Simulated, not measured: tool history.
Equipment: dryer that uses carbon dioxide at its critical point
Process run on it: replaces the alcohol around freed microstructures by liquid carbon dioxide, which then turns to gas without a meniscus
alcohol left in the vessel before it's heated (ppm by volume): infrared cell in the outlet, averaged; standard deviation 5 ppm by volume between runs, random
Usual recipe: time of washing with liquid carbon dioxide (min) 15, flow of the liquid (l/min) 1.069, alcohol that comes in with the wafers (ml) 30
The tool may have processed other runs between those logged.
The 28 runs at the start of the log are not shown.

run	hour	time of washing with liquid carbon dioxide (min)	flow of the liquid (l/min)	alcohol that comes in with the wafers (ml)	hours of work since the filter was changed	hours of work since the purifier's bed was changed	alcohol left in the vessel before it's heated (ppm by volume)
29	1156.1	11	0.790	30	178	632	413
30	1215.5	11	0.790	30	208	661	433
31	1260.6	12	1.069	30	230	684	140
32	1287.0	12	1.069	30	243	697	154
# hour 1293.2: inlet filter changed
33	1339.2	21	1.069	30	23	723	75
34	1400.2	17	1.250	116	53	753	91
35	1458.2	12	0.950	109	82	782	455
36	1504.2	12	1.500	57	105	805	101
37	1547.9	12	1.500	57	127	827	98
38	1608.5	12	1.500	57	158	857	107
39	1666.4	17	1.140	30	187	886	96
40	1697.6	15	1.000	30	202	902	114
41	1747.5	15	1.140	20	227	927	103
# hour 1787.7: inlet filter changed
42	1787.7	15	1.140	20	0	946	103
43	1840.1	15	1.140	20	26	973	102
44	1880.9	15	1.140	20	47	993	111
45	1923.0	12	1.340	30	68	1014	121
46	1969.5	12	1.069	55	91	1037	212

5 ways to go on from here, each from the tool as it stands after run 46. What would each give?
A	1995.6	13	1.540	24	104	1050	?
B	1995.6	12	0.720	55	104	1050	?
C	1995.6	15	1.069	44	104	1050	?
D	1995.6	13	1.260	82	104	1050	?
E	1995.6	15	1.069	65	104	1050	?

run	alcohol left in the vessel before it's heated (ppm by volume)
A	108
B	716
C	125
D	139
E	131
Had the tool no hidden state, the same runs would have come out as:
run	alcohol left in the vessel before it's heated (ppm by volume)
A	7
B	558
C	20
D	32
E	22
